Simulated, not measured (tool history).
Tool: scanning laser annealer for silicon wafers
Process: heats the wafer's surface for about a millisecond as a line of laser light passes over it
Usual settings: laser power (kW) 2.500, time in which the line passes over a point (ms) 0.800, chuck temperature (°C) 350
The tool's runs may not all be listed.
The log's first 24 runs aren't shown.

| run | day | laser power (kW) | time in which the line passes over a point (ms) | chuck temperature (°C) | hours of work since the window was cleaned | hours of work since the power meter was calibrated | hours of work since the optics were aligned | highest temperature of the surface (°C) |
|---|---|---|---|---|---|---|---|---|
| 25 | 54.308 | 2.277 | 0.800 | 351 | 137 | 2145 | 1827 | 1013 |
| 26 | 56.783 | 2.277 | 0.800 | 351 | 183 | 2191 | 1872 | 1001 |
| 27 | 58.054 | 2.500 | 0.800 | 341 | 206 | 2214 | 1896 | 1070 |
| 28 | 60.517 | 2.432 | 0.875 | 364 | 252 | 2260 | 1941 | 1096 |
|  | 61.142 | optics aligned, line set to its width |
| 29 | 63.350 | 2.432 | 0.875 | 364 | 300 | 2308 | 41 | 1102 |
| 30 | 65.579 | 2.500 | 0.975 | 350 | 341 | 2349 | 82 | 1141 |
| 31 | 67.404 | 2.336 | 0.885 | 367 | 375 | 2383 | 115 | 1069 |
| 32 | 69.267 | 2.313 | 0.869 | 377 | 409 | 2417 | 150 | 1060 |
| 33 | 71.183 | 2.313 | 0.869 | 327 | 444 | 2452 | 185 | 1011 |
| 34 | 72.679 | 2.313 | 0.869 | 327 | 472 | 2480 | 212 | 1003 |
|  | 74.996 | window over the wafer cleaned |
| 35 | 75.267 | 2.712 | 0.792 | 335 | 5 | 2526 | 258 | 1175 |
| 36 | 77.512 | 2.663 | 0.765 | 377 | 46 | 2567 | 300 | 1181 |
| 37 | 79.433 | 2.604 | 0.800 | 336 | 82 | 2602 | 335 | 1129 |
| 38 | 82.138 | 2.597 | 0.607 | 329 | 131 | 2652 | 385 | 1026 |
| 39 | 85.033 | 2.500 | 0.832 | 381 | 185 | 2705 | 438 | 1139 |
| 40 | 86.308 | 2.737 | 0.924 | 334 | 208 | 2729 | 462 | 1213 |

Forecast each of these 3 alternatives for the next run:
| A | 88.038 | 2.417 | 0.687 | 380 | 240 | 2761 | 493 | ? |
| B | 88.038 | 2.457 | 0.800 | 334 | 240 | 2761 | 493 | ? |
| C | 88.038 | 2.394 | 0.745 | 350 | 240 | 2761 | 493 | ? |

| run | highest temperature of the surface (°C) |
|---|---|
| A | 1043 |
| B | 1058 |
| C | 1031 |
Without the tool's hidden state the same runs would have given:
| run | highest temperature of the surface (°C) |
|---|---|
| A | 1078 |
| B | 1096 |
| C | 1067 |
